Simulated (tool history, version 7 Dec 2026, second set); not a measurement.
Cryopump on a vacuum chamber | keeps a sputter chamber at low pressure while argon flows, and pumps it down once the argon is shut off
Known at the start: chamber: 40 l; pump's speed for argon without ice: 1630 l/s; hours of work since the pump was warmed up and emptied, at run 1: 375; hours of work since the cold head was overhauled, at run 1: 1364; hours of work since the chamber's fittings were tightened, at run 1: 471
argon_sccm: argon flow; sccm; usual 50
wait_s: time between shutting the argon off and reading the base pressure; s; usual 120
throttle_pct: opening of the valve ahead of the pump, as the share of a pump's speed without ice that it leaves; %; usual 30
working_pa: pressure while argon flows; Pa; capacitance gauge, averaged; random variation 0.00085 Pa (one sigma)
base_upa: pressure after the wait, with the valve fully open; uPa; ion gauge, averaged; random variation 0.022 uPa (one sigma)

run    hour  argon_sccm  wait_s  throttle_pct  hours of work since the pump was warmed up and emptied  hours of work since the cold head was overhauled  hours of work since the chamber's fittings were tightened  working_pa  base_upa
  1       0          50     120            30                                                     375                                              1364                                                        471      0.1912      0.84
  2    46.2          50     206            30                                                     415                                              1404                                                        511      0.1932      0.71
      139.7  -- pump warmed up, emptied and cooled again
  3   143.8          50     206            30                                                       4                                              1485                                                        591      0.1737      0.62
  4   197.2          78     120            30                                                      50                                              1531                                                        637      0.2761      0.79
  5     247          78     120            30                                                      93                                              1574                                                        680      0.2779      0.78
  6     299          78     120            30                                                     138                                              1619                                                        726      0.2815      0.84
  7     366          78     120            30                                                     196                                              1677                                                        784      0.2844       0.9
  8   435.3          78     120            30                                                     256                                              1737                                                        844      0.2893      0.93
  9   493.5          50     120            30                                                     307                                              1788                                                        894       0.189      0.94
 10     536          50     120            30                                                     344                                              1825                                                        931      0.1902      1.02
 11   625.2          50     120            30                                                     421                                              1902                                                       1008      0.1949      1.07
 12   698.9          50      52            30                                                     485                                              1966                                                       1072      0.1992      1.69
        709  -- pump warmed up, emptied and cooled again
 13   782.9          95     124            30                                                      64                                              2035                                                       1141      0.3379      0.93
 14   869.3          50     217            21                                                     139                                              2109                                                       1216      0.2537      0.78
 15   925.4          50     217            21                                                     188                                              2158                                                       1264      0.2568      0.85
 16  1007.2          50      29            30                                                     259                                              2229                                                       1335      0.1851      2.49
 17    1054          50      67            28                                                     299                                              2270                                                       1376      0.2001      1.52
 18  1150.6          81      99            54                                                     383                                              2353                                                       1460       0.186      1.26
 19  1244.8          62     176            34                                                     465                                              2435                                                       1541      0.2178      1.15
       1277  -- pump warmed up, emptied and cooled again
 20  1305.1          23      29            56                                                      24                                              2483                                                       1589      0.0445      2.44
 21  1402.5          61      83            33                                                     109                                              2568                                                       1674      0.1998      1.34
 22    1460          44      34            33                                                     159                                              2617                                                       1724      0.1455      2.28
 23  1528.9          50     109            23                                                     218                                              2677                                                       1784      0.2376      1.32
 24  1585.6          50      85            30                                                     268                                              2726                                                       1833      0.1878      1.45

5 ways to go on from here, each from the tool as it stands after run 24. What would each give?
  A  1631.6          73     120            20                                                     307                                              2766                                                       1873           ?         ?
  B  1631.6          48     152            35                                                     307                                              2766                                                       1873           ?         ?
  C  1631.6          37     162            39                                                     307                                              2766                                                       1873           ?         ?
  D  1631.6          36      41            30                                                     307                                              2766                                                       1873           ?         ?
  E  1631.6          50      85            24                                                     307                                              2766                                                       1873           ?         ?

run  working_pa  base_upa
  A      0.4046      1.33
  B      0.1596      1.23
  C      0.1114      1.21
  D      0.1372      2.17
  E      0.2333      1.49
Without the tool's hidden state the same runs would have given:
run  working_pa  base_upa
  A      0.3801      0.63
  B      0.1435      0.54
  C      0.0989      0.52
  D      0.1251      1.48
  E      0.2165       0.8
